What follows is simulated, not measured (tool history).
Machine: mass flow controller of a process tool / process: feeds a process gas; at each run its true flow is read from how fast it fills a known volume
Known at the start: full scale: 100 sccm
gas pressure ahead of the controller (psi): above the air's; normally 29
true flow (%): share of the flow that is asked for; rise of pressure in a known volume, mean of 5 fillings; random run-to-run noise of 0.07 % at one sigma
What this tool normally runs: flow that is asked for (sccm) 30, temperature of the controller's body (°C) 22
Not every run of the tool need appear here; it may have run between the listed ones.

run	hour	flow that is asked for (sccm)	gas pressure ahead of the controller (psi)	temperature of the controller's body (°C)	true flow (%)
1	0	30	29	22	100.45
2	52.4	30	29	22	100.58
3	93.4	30	31.5	22	100.64
4	160	30	31.5	22	100.58
5	201.6	30	29	30	99.75
6	267.4	30	29	30	99.84
7	318.3	30	29	30	99.7
8	402.5	39	32.6	33	99.16
9	454.3	39	28.7	21	100.62
10	528.6	39	28.7	21	100.75
# hour 537.4: controller's zero set anew
11	612.1	30	29	21	101.83
12	684.6	77	40	25	100.21
13	772	77	40	22	100.54
14	829	30	29.2	20	102.04

Some steps in true flow (%), run to run, broken into two amounts with sign: the step expected even without the hidden condition (settings, incoming material, random variation), and the rest, left for the hidden condition together with whatever gauge scatter is not in both the measured and the hidden-condition-free result:
Hidden state at play: flow at rest that the sensor doesn't see, % of full scale; true flow over the shown one, %; drift of the gauge itself on true_pct, %.
Run 11 -> 12: flow that is asked for (sccm) 30 -> 77, gas pressure ahead of the controller (psi) 29 -> 40, temperature of the controller's body (°C) 21 -> 25. true flow (%) -1.62: hidden state -1.86, all else +0.24.
Run 13 -> 14: flow that is asked for (sccm) 77 -> 30, gas pressure ahead of the controller (psi) 40 -> 29.2, temperature of the controller's body (°C) 22 -> 20. true flow (%) +1.5: hidden state +1.99, all else -0.49.
